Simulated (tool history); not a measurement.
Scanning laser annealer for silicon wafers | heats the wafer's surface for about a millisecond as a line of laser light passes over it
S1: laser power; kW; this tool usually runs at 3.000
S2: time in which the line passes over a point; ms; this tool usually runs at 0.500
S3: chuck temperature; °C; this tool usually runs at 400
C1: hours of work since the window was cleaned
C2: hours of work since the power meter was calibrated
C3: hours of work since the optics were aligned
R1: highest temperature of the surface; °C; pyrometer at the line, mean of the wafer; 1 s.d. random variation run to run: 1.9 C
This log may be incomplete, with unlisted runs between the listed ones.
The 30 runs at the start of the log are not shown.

run 31 day=18.388 | S1=3.000 S2=0.605 S3=368 | C1=667 C2=60 C3=263 | R1=1172
run 32 day=19.112 | S1=3.160 S2=0.437 S3=403 | C1=681 C2=73 C3=276 | R1=1125
run 33 day=19.621 | S1=2.683 S2=0.449 S3=371 | C1=690 C2=83 C3=286 | R1=972
run 34 day=20.112 | S1=3.000 S2=0.433 S3=400 | C1=700 C2=92 C3=295 | R1=1075
-- day=20.746 laser's power meter calibrated, once more
run 35 day=21.067 | S1=3.000 S2=0.433 S3=400 | C1=715 C2=6 C3=311 | R1=1074
run 36 day=21.767 | S1=2.734 S2=0.433 S3=426 | C1=728 C2=19 C3=324 | R1=1027
run 37 day=22.333 | S1=2.734 S2=0.433 S3=426 | C1=739 C2=30 C3=334 | R1=1023
run 38 day=22.792 | S1=2.935 S2=0.431 S3=374 | C1=747 C2=38 C3=343 | R1=1029
run 39 day=23.229 | S1=2.935 S2=0.431 S3=374 | C1=755 C2=46 C3=351 | R1=1025
run 40 day=24.088 | S1=2.713 S2=0.400 S3=373 | C1=772 C2=62 C3=367 | R1=941

Alternative continuations, all from the tool just after run 40; predict every row:
run A day=24.696 | S1=3.292 S2=0.382 S3=440 | C1=783 C2=74 C3=378 | R1=?
run B day=24.696 | S1=2.803 S2=0.500 S3=400 | C1=783 C2=74 C3=378 | R1=?
run C day=24.696 | S1=2.784 S2=0.395 S3=430 | C1=783 C2=74 C3=378 | R1=?

run=A R1=1144
run=B R1=1063
run=C R1=1018
The same runs, with their run-to-run variation unchanged, on a tool lacking any hidden condition would have given:
run=A R1=1202
run=B R1=1118
run=C R1=1066
